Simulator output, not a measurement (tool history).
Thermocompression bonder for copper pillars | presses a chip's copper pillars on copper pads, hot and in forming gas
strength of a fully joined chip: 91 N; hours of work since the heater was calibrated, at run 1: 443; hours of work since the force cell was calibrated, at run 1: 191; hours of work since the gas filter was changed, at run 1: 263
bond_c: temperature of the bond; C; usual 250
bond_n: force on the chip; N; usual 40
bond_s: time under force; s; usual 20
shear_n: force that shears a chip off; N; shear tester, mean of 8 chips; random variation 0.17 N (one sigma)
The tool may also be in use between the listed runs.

run,day,bond_c,bond_n,bond_s,hours of work since the heater was calibrated,hours of work since the force cell was calibrated,hours of work since the gas filter was changed,shear_n
1,0,250,40,20,443,191,263,38.5
2,0.5,265,40,20,450,198,270,44.9
3,0.921,265,40,20,456,204,276,44.9
4,1.329,265,40,20,461,209,281,44.8
5,2.054,265,40,20,471,219,291,45
6,2.958,265,40,20,484,231,303,44.8
# day 3.062: force cell calibrated
7,3.95,265,40,20,496,12,316,44.7
8,4.392,250,40,20,502,18,322,37.4
9,5.05,250,40,20,511,27,331,37.8
10,5.65,250,40,20,520,35,339,37.9
# day 6.096: forming gas filter changed
11,6.146,250,40,20,526,42,1,40
12,6.646,250,40,32,533,49,8,47.2
13,7.604,279,40,38,546,62,21,64.6
14,8.396,251,40,38,557,72,31,50.4
# day 8.729: force cell calibrated, once more
15,8.921,258,27,38,563,3,38,44.8
16,9.712,279,27,38,574,13,48,54.5
17,10.175,279,27,38,580,20,55,54.5
18,10.929,279,27,38,590,30,65,54.4
19,11.688,233,54,36,601,40,75,47.6
20,12.442,233,31,36,611,51,86,35.2
21,13.05,254,27,50,619,59,94,46.9
22,13.617,251,40,26,627,67,102,44.3

5 ways to go on from here, each from the tool as it stands after run 22. What would each give?
A,14.188,269,57,20,635,74,109,?
B,14.188,246,40,26,635,74,109,?
C,14.188,250,28,20,635,74,109,?
D,14.188,239,47,19,635,74,109,?
E,14.188,246,40,27,635,74,109,?

run,shear_n
A,57.5
B,41.8
C,32.6
D,37.7
E,42.4
Without the tool's hidden state the same runs would have given:
run,shear_n
A,57.7
B,41.7
C,32.5
D,37.5
E,42.4
